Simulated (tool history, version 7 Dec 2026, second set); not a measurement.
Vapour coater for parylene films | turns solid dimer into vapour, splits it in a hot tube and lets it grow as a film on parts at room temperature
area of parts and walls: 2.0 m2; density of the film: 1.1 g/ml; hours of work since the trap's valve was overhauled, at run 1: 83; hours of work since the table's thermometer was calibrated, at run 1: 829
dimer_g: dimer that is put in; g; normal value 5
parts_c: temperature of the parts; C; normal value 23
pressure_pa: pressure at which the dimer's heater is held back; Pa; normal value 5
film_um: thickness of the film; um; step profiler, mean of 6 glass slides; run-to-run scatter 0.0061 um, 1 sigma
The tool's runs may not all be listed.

| run | day | dimer_g | parts_c | pressure_pa | hours of work since the trap's valve was overhauled | hours of work since the table's thermometer was calibrated | film_um |
|---|---|---|---|---|---|---|---|
| 1 | 0 | 5 | 23 | 5 | 83 | 829 | 1.618 |
|  | 1.117 | table's thermometer calibrated |
| 2 | 1.467 | 5 | 23 | 5 | 106 | 6 | 1.591 |
| 3 | 2.462 | 8 | 23 | 5 | 122 | 22 | 2.534 |
| 4 | 4.15 | 8 | 23 | 5 | 149 | 49 | 2.504 |
| 5 | 5.733 | 8 | 23 | 5 | 175 | 74 | 2.505 |
| 6 | 7.608 | 8 | 23 | 5 | 205 | 105 | 2.499 |
| 7 | 8.592 | 8 | 23 | 5 | 221 | 120 | 2.491 |

Run 8 comes next. What will it give?
| 8 | 11.038 | 5 | 16 | 3.41 | 260 | 160 | ? |

{"run 8": {"film_um": 2.07}}
Were there no unlogged condition in the tool, this run, its random variation unchanged, would have produced film_um 2.163 um.
